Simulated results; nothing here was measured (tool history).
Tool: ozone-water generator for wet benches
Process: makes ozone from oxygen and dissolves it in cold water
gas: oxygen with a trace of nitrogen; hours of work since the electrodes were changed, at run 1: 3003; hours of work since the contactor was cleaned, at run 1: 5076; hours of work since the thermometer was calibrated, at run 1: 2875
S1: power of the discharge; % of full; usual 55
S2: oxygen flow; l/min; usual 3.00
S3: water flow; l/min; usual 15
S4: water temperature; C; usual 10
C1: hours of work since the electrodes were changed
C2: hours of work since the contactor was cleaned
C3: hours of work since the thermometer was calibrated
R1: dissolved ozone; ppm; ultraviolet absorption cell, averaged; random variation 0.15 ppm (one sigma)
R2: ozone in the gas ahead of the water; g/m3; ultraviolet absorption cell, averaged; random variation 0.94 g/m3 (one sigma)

run	hour	S1	S2	S3	S4	C1	C2	C3	R1	R2
1	0.0	55	3.00	15	10	3003	5076	2875	16.1	153.0
2	94.7	55	3.00	15	10	3073	5146	2945	16.1	151.1
3	238.9	55	3.00	15	10	3179	5253	3052	16.0	150.6
4	383.1	55	3.00	15	10	3286	5359	3158	15.9	151.1
5	519.5	55	3.00	15	10	3387	5460	3259	15.8	152.1
6	614.7	89	3.00	15	10	3458	5531	3330	22.8	213.0
7	725.8	89	3.00	15	10	3540	5613	3412	22.7	210.2
8	848.8	89	3.00	15	10	3631	5704	3503	22.2	211.2
9	948.0	55	3.00	15	10	3704	5778	3577	15.7	148.3
10	1061.5	55	3.00	15	9	3788	5862	3661	16.0	149.6
11	1147.3	55	3.00	15	9	3852	5925	3724	15.9	149.1
12	1293.2	55	3.00	15	9	3960	6033	3832	15.8	148.3
# hour 1300.4: water thermometer calibrated
13	1411.9	78	3.00	15	9	4047	6121	82	20.4	190.1
14	1478.2	78	3.00	15	9	4097	6170	132	20.2	192.1
15	1595.3	78	3.00	12	9	4183	6256	218	25.3	191.4
# hour 1674.5: water thermometer calibrated, once more
16	1719.9	55	3.00	15	10	4275	6348	34	15.7	147.3
17	1801.9	55	3.00	15	10	4336	6409	94	15.6	147.2
18	1901.9	55	2.62	15	6	4410	6483	168	15.3	154.1
19	1965.6	55	2.62	15	6	4457	6530	215	15.4	156.2
20	2063.8	93	3.00	15	10	4530	6603	288	22.4	213.2
21	2145.0	57	2.36	21	10	4590	6663	348	10.1	165.6
22	2269.2	57	2.36	21	10	4682	6755	440	10.1	164.3
23	2348.6	94	3.00	15	13	4741	6814	499	21.6	213.3
24	2463.2	94	3.00	12	8	4825	6898	584	28.3	213.9
25	2605.6	90	3.00	13	10	4931	7004	689	25.4	205.4
# hour 2686.2: contactor cleaned
26	2741.3	90	3.00	13	10	5028	41	787	26.2	204.3
27	2844.2	90	1.73	13	13	5104	117	863	21.2	254.1
28	2966.3	90	1.73	13	13	5195	207	953	21.1	252.5
29	3052.0	90	1.73	13	13	5258	271	1017	21.3	251.9
30	3123.5	90	3.25	13	14	5311	324	1070	25.2	198.0
31	3187.5	90	3.25	13	14	5359	371	1117	24.8	195.5
32	3282.9	90	2.69	13	16	5429	442	1188	23.2	211.5

Forecast each of these 5 alternatives for the next run:
A	3369.7	52	2.69	21	6	5493	506	1252	?	?
B	3369.7	78	2.69	13	16	5493	506	1252	?	?
C	3369.7	90	2.69	14	16	5493	506	1252	?	?
D	3369.7	56	3.00	13	12	5493	506	1252	?	?
E	3369.7	54	2.69	13	16	5493	506	1252	?	?

run	R1	R2
A	10.5	144.9
B	21.1	193.2
C	21.8	212.2
D	18.2	147.2
E	16.4	148.4
Without the tool's hidden state the same runs would have given:
run	R1	R2
A	11.7	159.1
B	24.2	219.9
C	25.3	244.6
D	20.2	162.7
E	18.1	163.5
